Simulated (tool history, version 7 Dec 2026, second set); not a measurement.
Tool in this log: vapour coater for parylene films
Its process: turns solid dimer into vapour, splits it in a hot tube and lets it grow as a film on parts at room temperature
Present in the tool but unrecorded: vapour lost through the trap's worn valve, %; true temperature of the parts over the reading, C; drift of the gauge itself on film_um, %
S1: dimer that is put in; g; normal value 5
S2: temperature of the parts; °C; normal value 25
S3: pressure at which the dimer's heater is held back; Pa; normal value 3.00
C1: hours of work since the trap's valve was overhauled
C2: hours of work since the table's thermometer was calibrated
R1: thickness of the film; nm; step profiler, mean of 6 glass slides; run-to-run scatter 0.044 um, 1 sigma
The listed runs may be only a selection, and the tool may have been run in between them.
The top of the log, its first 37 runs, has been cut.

run,hour,S1,S2,S3,C1,C2,R1
38,1886.0,5,22,3.00,322,1660,4920
39,1928.1,5,22,3.00,355,1693,4850
# hour 1972.6: trap's valve overhauled
40,2003.4,5,22,3.00,24,1749,5310
41,2046.9,5,22,2.48,59,1783,5450
# hour 2085.2: table's thermometer calibrated
42,2096.2,5,19,3.77,97,9,5140
43,2144.6,4,28,7.38,135,47,2940
44,2216.1,3,35,9.23,191,103,1860
45,2258.5,8,17,10.21,225,137,6560
46,2315.4,9,22,4.86,270,182,7940
47,2353.2,9,22,4.86,299,211,7880

Alternative continuations, all from the tool just after run 47; predict every row:
A,2388.5,7,29,5.56,327,239,?
B,2388.5,5,25,6.03,327,239,?
C,2388.5,5,18,9.23,327,239,?
D,2388.5,3,25,9.60,327,239,?

run,R1
A,5190
B,3870
C,3950
D,2080
Take away the tool's hidden state, keep each run's random variation, and the runs would have read:
run,R1
A,5640
B,4200
C,4280
D,2260

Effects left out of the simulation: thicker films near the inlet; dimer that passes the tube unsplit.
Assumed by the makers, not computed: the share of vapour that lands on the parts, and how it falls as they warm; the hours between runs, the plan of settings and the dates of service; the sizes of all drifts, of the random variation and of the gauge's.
